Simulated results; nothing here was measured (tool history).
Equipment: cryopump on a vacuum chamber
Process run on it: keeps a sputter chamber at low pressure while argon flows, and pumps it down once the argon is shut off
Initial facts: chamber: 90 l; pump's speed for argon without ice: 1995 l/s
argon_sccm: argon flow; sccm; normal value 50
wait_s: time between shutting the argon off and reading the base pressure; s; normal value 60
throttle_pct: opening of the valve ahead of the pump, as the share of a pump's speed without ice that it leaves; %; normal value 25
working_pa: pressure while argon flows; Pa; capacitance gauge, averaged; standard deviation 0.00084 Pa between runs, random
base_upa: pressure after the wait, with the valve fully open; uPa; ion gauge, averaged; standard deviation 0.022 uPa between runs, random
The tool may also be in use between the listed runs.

run 1 hour=0 | argon_sccm=50 wait_s=60 throttle_pct=25 | working_pa=0.1807 base_upa=0.72
-- hour=89 pump warmed up, emptied and cooled again
run 2 hour=90.6 | argon_sccm=50 wait_s=60 throttle_pct=25 | working_pa=0.1698 base_upa=0.7
run 3 hour=181 | argon_sccm=85 wait_s=60 throttle_pct=25 | working_pa=0.2891 base_upa=0.69
run 4 hour=240.3 | argon_sccm=85 wait_s=60 throttle_pct=25 | working_pa=0.2894 base_upa=0.68
run 5 hour=345.9 | argon_sccm=85 wait_s=60 throttle_pct=25 | working_pa=0.2932 base_upa=0.78
run 6 hour=392.3 | argon_sccm=50 wait_s=60 throttle_pct=25 | working_pa=0.1717 base_upa=0.71
run 7 hour=500.5 | argon_sccm=50 wait_s=60 throttle_pct=25 | working_pa=0.1739 base_upa=0.79
run 8 hour=553.1 | argon_sccm=50 wait_s=104 throttle_pct=25 | working_pa=0.1731 base_upa=0.59
run 9 hour=613.9 | argon_sccm=50 wait_s=104 throttle_pct=25 | working_pa=0.1746 base_upa=0.64
run 10 hour=714.4 | argon_sccm=50 wait_s=104 throttle_pct=25 | working_pa=0.1751 base_upa=0.63
run 11 hour=792.7 | argon_sccm=42 wait_s=60 throttle_pct=25 | working_pa=0.147 base_upa=0.74
run 12 hour=858.2 | argon_sccm=42 wait_s=60 throttle_pct=25 | working_pa=0.1489 base_upa=0.79
run 13 hour=965.4 | argon_sccm=50 wait_s=202 throttle_pct=32 | working_pa=0.1394 base_upa=0.54
run 14 hour=1008.7 | argon_sccm=50 wait_s=275 throttle_pct=58 | working_pa=0.0807 base_upa=0.52
run 15 hour=1109.6 | argon_sccm=50 wait_s=278 throttle_pct=53 | working_pa=0.0887 base_upa=0.52
run 16 hour=1183 | argon_sccm=32 wait_s=84 throttle_pct=16 | working_pa=0.1743 base_upa=0.74
run 17 hour=1257.3 | argon_sccm=32 wait_s=84 throttle_pct=16 | working_pa=0.1764 base_upa=0.8
run 18 hour=1333.2 | argon_sccm=32 wait_s=84 throttle_pct=16 | working_pa=0.1748 base_upa=0.78
run 19 hour=1384 | argon_sccm=56 wait_s=25 throttle_pct=39 | working_pa=0.1327 base_upa=1.4
run 20 hour=1488.5 | argon_sccm=56 wait_s=160 throttle_pct=21 | working_pa=0.2381 base_upa=0.73
run 21 hour=1556.6 | argon_sccm=36 wait_s=123 throttle_pct=23 | working_pa=0.1406 base_upa=0.72

Below are 4 alternative next runs, each starting from the tool's condition after run 21. Predict each:
run A hour=1610.4 | argon_sccm=92 wait_s=20 throttle_pct=23 | working_pa=? base_upa=?
run B hour=1610.4 | argon_sccm=21 wait_s=41 throttle_pct=22 | working_pa=? base_upa=?
run C hour=1610.4 | argon_sccm=45 wait_s=92 throttle_pct=25 | working_pa=? base_upa=?
run D hour=1610.4 | argon_sccm=50 wait_s=250 throttle_pct=42 | working_pa=? base_upa=?

run=A working_pa=0.3619 base_upa=1.73
run=B working_pa=0.0851 base_upa=1.14
run=C working_pa=0.1638 base_upa=0.86
run=D working_pa=0.1123 base_upa=0.7
Had the tool no hidden state, the same runs would have come out as:
run=A working_pa=0.3394 base_upa=1.3
run=B working_pa=0.08 base_upa=0.71
run=C working_pa=0.1528 base_upa=0.43
run=D working_pa=0.1001 base_upa=0.27
